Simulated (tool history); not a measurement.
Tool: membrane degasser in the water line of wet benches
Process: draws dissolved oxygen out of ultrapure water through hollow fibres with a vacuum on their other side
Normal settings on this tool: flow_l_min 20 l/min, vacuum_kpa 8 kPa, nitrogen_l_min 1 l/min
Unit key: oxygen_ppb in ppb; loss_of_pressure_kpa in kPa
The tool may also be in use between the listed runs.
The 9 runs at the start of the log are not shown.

run	day	flow_l_min	vacuum_kpa	nitrogen_l_min	oxygen_ppb	loss_of_pressure_kpa
10	14.779	20	8	1	534.9	65.62
11	16.85	20	8	1	535.8	65.23
# day 17.029: vacuum gauge calibrated
12	18.254	20	8	1	549.3	65.78
13	19.542	20	8	1	545	65.67
14	20.833	20	8	1	552	65.68
# day 22.083: vacuum gauge calibrated, once more
15	22.229	20	8	1	525.7	65.68
16	23.925	20	8	1	518.9	65.75
17	24.921	20	8	1	528.2	66.29
18	26.442	31	5.95	0.51	774.9	101.85
19	28.096	20	8.05	0.6	624.5	65.77
20	29.562	20	8	0.69	595.1	65.59
21	30.654	24	4.82	0.86	482.2	79.62
22	31.696	31	8	0.71	884.6	101.98
23	33.475	30	12	0.71	1118.4	98.5
24	34.783	30	12	0.71	1113.6	98.65
25	36.208	20	9.42	1	595.2	66.03
26	37.204	20	6.27	1.01	452.6	65.88
27	38.112	24	12.46	1	848.1	79.17
28	40.129	24	12.46	1	822.7	79.42
29	41.254	24	12.46	1	846.5	79.44
30	42.621	15	5.31	1	309.6	49.51
31	44.254	17	17.14	1.97	554.4	55.83
32	45.804	25	13.07	1.18	830.4	82.27
33	46.875	25	13.07	1.18	817.8	82.23

Forecast each of these 3 alternatives for the next run:
A	48.379	25	7.29	0.49	?	?
B	48.379	19	8	1	?	?
C	48.379	24	15.76	1.18	?	?

run	oxygen_ppb	loss_of_pressure_kpa
A	776.6	82.45
B	512.1	62.3
C	906.1	79.65
Had the tool no hidden state, the same runs would have come out as:
run	oxygen_ppb	loss_of_pressure_kpa
A	751.7	80.88
B	485.3	61.11
C	871.1	78.14
